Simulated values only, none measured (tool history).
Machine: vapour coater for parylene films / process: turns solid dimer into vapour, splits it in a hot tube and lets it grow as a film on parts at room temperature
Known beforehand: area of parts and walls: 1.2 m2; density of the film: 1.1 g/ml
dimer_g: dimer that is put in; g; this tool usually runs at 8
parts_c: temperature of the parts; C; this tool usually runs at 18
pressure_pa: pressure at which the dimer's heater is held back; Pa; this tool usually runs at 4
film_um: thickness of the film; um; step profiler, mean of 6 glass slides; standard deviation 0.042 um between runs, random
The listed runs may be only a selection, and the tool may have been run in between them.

| run | hour | dimer_g | parts_c | pressure_pa | film_um |
|---|---|---|---|---|---|
| 1 | 0 | 8 | 18 | 4 | 4.4 |
| 2 | 59.6 | 8 | 18 | 4 | 4.27 |
|  | 90.2 | trap's valve overhauled |
| 3 | 120.4 | 8 | 18 | 4 | 4.58 |
| 4 | 173.5 | 8 | 14 | 4 | 4.97 |
| 5 | 244.1 | 8 | 14 | 4 | 4.94 |
| 6 | 280.9 | 8 | 18 | 4 | 4.45 |
| 7 | 352.8 | 8 | 18 | 4 | 4.38 |
| 8 | 399.7 | 8 | 18 | 4 | 4.34 |
| 9 | 465.4 | 9 | 18 | 4 | 4.87 |
|  | 495.4 | trap's valve overhauled |
| 10 | 502 | 9 | 18 | 4 | 5.24 |
| 11 | 558.3 | 9 | 18 | 4 | 5.19 |
| 12 | 591.4 | 9 | 18 | 4 | 5.19 |
| 13 | 656.5 | 8 | 10 | 4 | 5.5 |
| 14 | 698.2 | 8 | 10 | 4 | 5.37 |
| 15 | 727.2 | 8 | 10 | 4 | 5.34 |
| 16 | 786.8 | 8 | 10 | 4 | 5.25 |
|  | 793.8 | table's thermometer calibrated |
| 17 | 854.7 | 8 | 10 | 4 | 5.23 |
| 18 | 889.2 | 13 | 15 | 2.56 | 7.96 |
|  | 902.1 | trap's valve overhauled |
| 19 | 951.5 | 8 | 10 | 3.81 | 5.59 |
| 20 | 989.2 | 13 | 26 | 4 | 6.31 |
| 21 | 1038 | 12 | 18 | 4 | 6.92 |
| 22 | 1093.2 | 12 | 18 | 4 | 6.71 |
|  | 1122.1 | table's thermometer calibrated, once more |
| 23 | 1147.3 | 12 | 26 | 4.67 | 5.36 |
| 24 | 1199.3 | 12 | 20 | 4.67 | 6.08 |
| 25 | 1263.3 | 12 | 11 | 4.67 | 7.28 |
|  | 1309.1 | trap's valve overhauled |
| 26 | 1332.5 | 9 | 28 | 4 | 4.21 |
| 27 | 1376.6 | 9 | 13 | 2.41 | 6.3 |
| 28 | 1428.6 | 9 | 13 | 2.41 | 6.23 |
| 29 | 1474.5 | 9 | 28 | 2.41 | 4.39 |
| 30 | 1542.7 | 8 | 22 | 2.49 | 4.4 |
| 31 | 1603.5 | 8 | 19 | 3.88 | 4.35 |
| 32 | 1633.4 | 4 | 22 | 4.74 | 1.92 |
| 33 | 1664.2 | 4 | 22 | 4.74 | 1.94 |
|  | 1715 | trap's valve overhauled |
| 34 | 1733.1 | 4 | 22 | 4.74 | 2.06 |

3 ways to go on from here, each from the tool as it stands after run 34. What would each give?
| A | 1778.2 | 6 | 29 | 2.9 | ? |
| B | 1778.2 | 4 | 17 | 11.84 | ? |
| C | 1778.2 | 4 | 15 | 5.82 | ? |

| run | film_um |
|---|---|
| A | 2.86 |
| B | 1.97 |
| C | 2.37 |
With no hidden state in the tool, these same runs would have given:
| run | film_um |
|---|---|
| A | 2.89 |
| B | 1.99 |
| C | 2.39 |

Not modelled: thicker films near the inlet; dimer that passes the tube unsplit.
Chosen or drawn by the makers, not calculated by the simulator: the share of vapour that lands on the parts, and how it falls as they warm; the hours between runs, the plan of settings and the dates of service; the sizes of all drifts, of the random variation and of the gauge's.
